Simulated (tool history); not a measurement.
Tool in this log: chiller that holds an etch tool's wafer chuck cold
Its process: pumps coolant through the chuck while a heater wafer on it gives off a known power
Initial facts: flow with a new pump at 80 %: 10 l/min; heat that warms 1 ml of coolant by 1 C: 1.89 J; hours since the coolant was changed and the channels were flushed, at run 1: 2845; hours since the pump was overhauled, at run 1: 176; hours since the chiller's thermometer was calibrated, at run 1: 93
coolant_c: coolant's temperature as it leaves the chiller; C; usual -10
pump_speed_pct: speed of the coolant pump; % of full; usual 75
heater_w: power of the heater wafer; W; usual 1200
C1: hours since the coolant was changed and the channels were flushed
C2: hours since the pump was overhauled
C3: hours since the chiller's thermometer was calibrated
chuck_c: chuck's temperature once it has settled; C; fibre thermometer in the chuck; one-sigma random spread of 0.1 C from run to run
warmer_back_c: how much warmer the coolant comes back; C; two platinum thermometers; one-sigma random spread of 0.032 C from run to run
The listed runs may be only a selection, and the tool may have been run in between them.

Run 1, hour 0: usual settings; C1 2845; C2 176; C3 93. Result: chuck_c 6 C, warmer_back_c 4.1 C.
Run 2, hour 67.7: usual settings; C1 2913; C2 243; C3 161. Result: chuck_c 6.1 C, warmer_back_c 4.03 C.
Run 3, hour 141.3: usual settings but coolant_c -1 C; C1 2986; C2 317; C3 234. Result: chuck_c 15.2 C, warmer_back_c 4.12 C.
Run 4, hour 216.1: usual settings but coolant_c -1 C; C1 3061; C2 392; C3 309. Result: chuck_c 15.3 C, warmer_back_c 4.14 C.
Run 5, hour 269.9: usual settings but coolant_c -1 C, heater_w 670 W; C1 3115; C2 446; C3 363. Result: chuck_c 8.3 C, warmer_back_c 2.28 C.
Run 6, hour 326.2: usual settings but heater_w 850 W; C1 3171; C2 502; C3 419. Result: chuck_c 1.5 C, warmer_back_c 2.95 C.
Run 7, hour 395.7: usual settings but heater_w 850 W; C1 3241; C2 571; C3 489. Result: chuck_c 1.5 C, warmer_back_c 2.93 C.
Run 8, hour 471.7: usual settings but heater_w 850 W; C1 3317; C2 647; C3 565. Result: chuck_c 1.8 C, warmer_back_c 2.92 C.
Run 9, hour 546.8: usual settings but coolant_c -16 C; C1 3392; C2 722; C3 640. Result: chuck_c 0.6 C, warmer_back_c 4.11 C.
Run 10, hour 626: usual settings but heater_w 692 W; C1 3471; C2 802; C3 719. Result: chuck_c -0.3 C, warmer_back_c 2.39 C.
Run 11, hour 711.4: usual settings but heater_w 692 W; C1 3557; C2 887; C3 804. Result: chuck_c -0.3 C, warmer_back_c 2.4 C.
Run 12, hour 773.4: usual settings but heater_w 692 W; C1 3619; C2 949; C3 866. Result: chuck_c -0.2 C, warmer_back_c 2.37 C.
Run 13, hour 844.2: usual settings but coolant_c -20 C; C1 3689; C2 1020; C3 937. Result: chuck_c -3.3 C, warmer_back_c 4.19 C.
Run 14, hour 905.1: usual settings; C1 3750; C2 1081; C3 998. Result: chuck_c 6.9 C, warmer_back_c 4.13 C.
Run 15, hour 964.1: usual settings; C1 3809; C2 1140; C3 1057. Result: chuck_c 7.1 C, warmer_back_c 4.19 C.
Run 16, hour 1039.5: usual settings; C1 3885; C2 1215; C3 1132. Result: chuck_c 6.9 C, warmer_back_c 4.16 C.
Run 17, hour 1119.6: usual settings but coolant_c -14 C, pump_speed_pct 72 % of full; C1 3965; C2 1295; C3 1213. Result: chuck_c 3.4 C, warmer_back_c 4.4 C.
Run 18, hour 1188.3: usual settings but coolant_c -14 C, pump_speed_pct 72 % of full; C1 4033; C2 1364; C3 1281. Result: chuck_c 3.7 C, warmer_back_c 4.4 C.
At hour 1254.4: coolant changed, channels flushed.
Run 19, hour 1280.2: usual settings but coolant_c -14 C, pump_speed_pct 72 % of full; C1 26; C2 1450; C3 1367. Result: chuck_c 2.5 C, warmer_back_c 4.41 C.
Run 20, hour 1329.9: usual settings but coolant_c -14 C, pump_speed_pct 72 % of full; C1 75; C2 1499; C3 1417. Result: chuck_c 2.6 C, warmer_back_c 4.47 C.
Run 21, hour 1385.2: usual settings but coolant_c -1 C; C1 131; C2 1555; C3 1472. Result: chuck_c 15.1 C, warmer_back_c 4.3 C.
Run 22, hour 1420.3: usual settings but coolant_c -18 C, heater_w 1105 W; C1 166; C2 1590; C3 1507. Result: chuck_c -3.3 C, warmer_back_c 3.9 C.
Run 23, hour 1490.1: usual settings but coolant_c -18 C, heater_w 1105 W; C1 236; C2 1660; C3 1577. Result: chuck_c -3.2 C, warmer_back_c 3.95 C.
Run 24, hour 1528.8: usual settings but coolant_c -9 C, heater_w 1267 W; C1 274; C2 1698; C3 1616. Result: chuck_c 8 C, warmer_back_c 4.51 C.
Run 25, hour 1589.8: usual settings but coolant_c -9 C, heater_w 1267 W; C1 335; C2 1759; C3 1677. Result: chuck_c 8.1 C, warmer_back_c 4.52 C.
Run 26, hour 1664.8: usual settings but coolant_c -1 C, pump_speed_pct 83 % of full; C1 410; C2 1834; C3 1752. Result: chuck_c 14.3 C, warmer_back_c 3.81 C.
Run 27, hour 1734.4: usual settings but coolant_c -15 C, pump_speed_pct 92 % of full, heater_w 1620 W; C1 480; C2 1904; C3 1821. Result: chuck_c 4.1 C, warmer_back_c 4.54 C.
Run 28, hour 1808.1: usual settings but coolant_c -17 C, pump_speed_pct 86 % of full; C1 554; C2 1978; C3 1895. Result: chuck_c -2 C, warmer_back_c 3.65 C.
Run 29, hour 1863.4: usual settings but heater_w 1531 W; C1 609; C2 2033; C3 1950. Result: chuck_c 10.9 C, warmer_back_c 5.51 C.

Forecast each of these 5 alternatives for the next run:
Run A, hour 1939.7: usual settings but coolant_c -8 C, heater_w 1531 W; C1 685; C2 2109; C3 2027. Result: chuck_c ?, warmer_back_c ?.
Run B, hour 1939.7: usual settings but coolant_c -8 C, heater_w 1531 W; C1 685; C2 2109; C3 2027. Result: chuck_c ?, warmer_back_c ?.
Run C, hour 1939.7: usual settings but heater_w 723 W; C1 685; C2 2109; C3 2027. Result: chuck_c ?, warmer_back_c ?.
Run D, hour 1939.7: usual settings but coolant_c -4 C, pump_speed_pct 64 % of full, heater_w 1098 W; C1 685; C2 2109; C3 2027. Result: chuck_c ?, warmer_back_c ?.
Run E, hour 1939.7: usual settings but pump_speed_pct 95 % of full, heater_w 1297 W; C1 685; C2 2109; C3 2027. Result: chuck_c ?, warmer_back_c ?.

run  chuck_c  warmer_back_c
  A     12.8           5.56
  B     13.1           5.55
  C      0.2           2.59
  D     12.9           4.76
  E      4.7           3.56
Had the tool no hidden state, the same runs would have come out as:
run  chuck_c  warmer_back_c
  A     11.3           5.28
  B     11.6           5.26
  C     -0.8           2.46
  D     11.6           4.52
  E      3.5           3.37
